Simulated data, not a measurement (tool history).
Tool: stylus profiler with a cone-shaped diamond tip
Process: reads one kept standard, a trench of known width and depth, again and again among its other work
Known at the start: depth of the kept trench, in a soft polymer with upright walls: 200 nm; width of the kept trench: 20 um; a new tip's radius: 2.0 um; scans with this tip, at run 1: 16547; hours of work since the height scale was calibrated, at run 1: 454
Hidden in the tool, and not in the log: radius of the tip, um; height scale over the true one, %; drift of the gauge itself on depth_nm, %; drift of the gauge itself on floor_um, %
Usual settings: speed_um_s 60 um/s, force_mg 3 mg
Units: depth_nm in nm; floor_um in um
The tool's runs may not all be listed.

run    hour  speed_um_s  force_mg  scans with this tip  hours of work since the height scale was calibrated  depth_nm  floor_um
  1       0          60         3                16547                                                  454    201.42     17.96
  2    61.1         135         3                17039                                                  498    201.57     17.57
  3   159.2          60         3                17829                                                  569    201.45     17.94
  4   215.4          60         3                18282                                                  609     201.5     17.91
  5   297.5          60         3                18943                                                  668    201.33     17.95
  6   367.4          60         3                19506                                                  718    201.53     17.92
  7   466.1          60         3                20301                                                  789     201.5     17.97
  8   532.6          60         3                20837                                                  837    201.47     17.93
  9   606.3          60         3                21430                                                  890    201.42     17.94
 10   654.6          60      2.32                21819                                                  925    201.14     17.91
 11   700.7          60      2.32                22191                                                  958    201.19     17.82
      730.8  -- height scale calibrated on a step standard
 12   781.6          33      2.32                22839                                                   36    201.24     18.03
 13   845.7          33      2.32                23355                                                   83    201.21        18
 14   945.3          23         3                24158                                                  154    201.41     18.14
 15    1039          23         3                24912                                                  221    201.44     18.16
 16  1093.7          60      5.27                25353                                                  261     202.1     18.04
 17  1169.5          74      5.27                25963                                                  315    202.21     17.94
 18    1260          74      5.27                26692                                                  380    202.07        18
 19  1310.1          32         3                27096                                                  416    201.52     18.07
 20  1391.7          60         3                27753                                                  475    201.48     17.97
 21    1465          60         3                28343                                                  527    201.58     17.92
 22    1543          60         3                28971                                                  584    201.41     17.95
 23  1617.5          60      5.19                29572                                                  637    202.09     18.03
 24  1681.2          20         3                30085                                                  683    201.41     18.12
 25  1778.5          43      2.64                30868                                                  753     201.4     18.01
 26  1866.7          99      4.94                31579                                                  816    202.03      17.8
     1888.6  -- new tip fitted, height scale calibrated
 27  1941.1          19      1.45                  423                                                   38    200.93     18.14
 28  2004.2          75      1.15                  932                                                   83     200.8     17.64
 29  2063.9          33      1.58                 1412                                                  126    200.99     18.02
 30  2163.9          68         3                 2218                                                  198    201.33     17.91
 31  2236.4          60      1.07                 2802                                                  250    200.81     17.74
 32  2292.8          60      1.07                 3256                                                  290    200.67     17.69
 33    2373          19      8.46                 3903                                                  348    202.97     18.23
 34  2415.5          67      1.04                 4245                                                  379    200.67     17.68
 35  2504.7          16      3.07                 4963                                                  443    201.46     18.17
 36  2587.1         216      1.11                 5627                                                  502    200.91     16.35
 37  2680.4          33         3                 6379                                                  569    201.51     18.11
 38  2777.4         203      5.06                 7160                                                  639    202.07      17.5
 39  2873.7          32      2.58                 7935                                                  708    201.23     18.14
 40  2966.4          32      2.58                 8682                                                  774    201.35     18.04
 41  3067.4          32      2.58                 9496                                                  847    201.29     18.12
 42  3122.5          17         3                 9940                                                  887     201.5     18.17
 43  3184.8         122      1.07                10441                                                  931    200.65     17.17
 44  3226.7          68         3                10779                                                  961    201.43     17.94
     3259.7  -- height scale calibrated on a step standard
 45  3291.4          61      8.46                11296                                                   23    202.92     18.09
 46    3363          61      8.46                11872                                                   74    202.98     18.04
 47  3422.5          61         3                12352                                                  117    201.57     17.94

Forecast each of these 3 alternatives for the next run:
  A  3497.3          61      1.78                12955                                                  171         ?         ?
  B  3497.3         160       2.1                12955                                                  171         ?         ?
  C  3497.3         128      3.92                12955                                                  171         ?         ?

run  depth_nm  floor_um
  A    201.03     17.89
  B    201.12     17.19
  C    201.68     17.65
Without the tool's hidden state the same runs would have given:
run  depth_nm  floor_um
  A    201.03      17.9
  B    201.12      17.2
  C    201.68     17.66
